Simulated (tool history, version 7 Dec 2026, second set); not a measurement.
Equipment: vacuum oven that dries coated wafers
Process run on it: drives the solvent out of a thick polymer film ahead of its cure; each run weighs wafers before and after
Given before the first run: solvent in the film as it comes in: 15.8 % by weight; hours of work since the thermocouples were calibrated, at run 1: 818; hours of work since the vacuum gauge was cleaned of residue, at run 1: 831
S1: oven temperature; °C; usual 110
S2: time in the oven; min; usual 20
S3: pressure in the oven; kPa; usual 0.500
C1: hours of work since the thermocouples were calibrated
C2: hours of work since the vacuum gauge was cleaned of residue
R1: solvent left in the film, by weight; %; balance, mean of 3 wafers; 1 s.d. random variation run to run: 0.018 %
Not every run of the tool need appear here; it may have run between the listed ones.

| run | day | S1 | S2 | S3 | C1 | C2 | R1 |
|---|---|---|---|---|---|---|---|
| 1 | 0.000 | 110 | 20 | 0.500 | 818 | 831 | 1.58 |
| 2 | 3.012 | 110 | 10 | 0.500 | 862 | 875 | 4.26 |
| 3 | 5.438 | 97 | 10 | 0.500 | 897 | 910 | 7.32 |
| 4 | 7.421 | 97 | 10 | 0.500 | 926 | 939 | 7.36 |
|  | 7.800 | oven's thermocouples calibrated |
| 5 | 9.092 | 97 | 10 | 0.500 | 19 | 962 | 6.92 |
| 6 | 12.638 | 110 | 20 | 0.500 | 70 | 1014 | 1.35 |
| 7 | 14.512 | 110 | 20 | 0.500 | 98 | 1041 | 1.33 |
| 8 | 16.467 | 110 | 32 | 0.500 | 126 | 1070 | 0.54 |
| 9 | 18.450 | 110 | 32 | 0.500 | 155 | 1099 | 0.61 |
| 10 | 20.308 | 110 | 20 | 0.590 | 182 | 1126 | 1.43 |
| 11 | 23.683 | 110 | 20 | 0.590 | 232 | 1175 | 1.43 |
| 12 | 27.075 | 110 | 20 | 0.500 | 281 | 1225 | 1.42 |
| 13 | 29.071 | 110 | 20 | 0.500 | 310 | 1254 | 1.39 |
| 14 | 31.983 | 110 | 20 | 0.500 | 353 | 1296 | 1.46 |
| 15 | 35.075 | 110 | 11 | 0.500 | 398 | 1341 | 3.67 |
| 16 | 38.388 | 121 | 20 | 0.500 | 446 | 1390 | 0.45 |
| 17 | 41.054 | 121 | 20 | 0.614 | 485 | 1428 | 0.51 |
| 18 | 44.117 | 104 | 16 | 0.500 | 529 | 1473 | 3.41 |

Run 19, settings as shown, results not yet in. Your forecast:
| 19 | 47.583 | 103 | 20 | 0.484 | 580 | 1524 | ? |

Run 19 produced R1 2.75 %.
Had the tool carried no hidden state, the very same run would have given R1 2.34 %.

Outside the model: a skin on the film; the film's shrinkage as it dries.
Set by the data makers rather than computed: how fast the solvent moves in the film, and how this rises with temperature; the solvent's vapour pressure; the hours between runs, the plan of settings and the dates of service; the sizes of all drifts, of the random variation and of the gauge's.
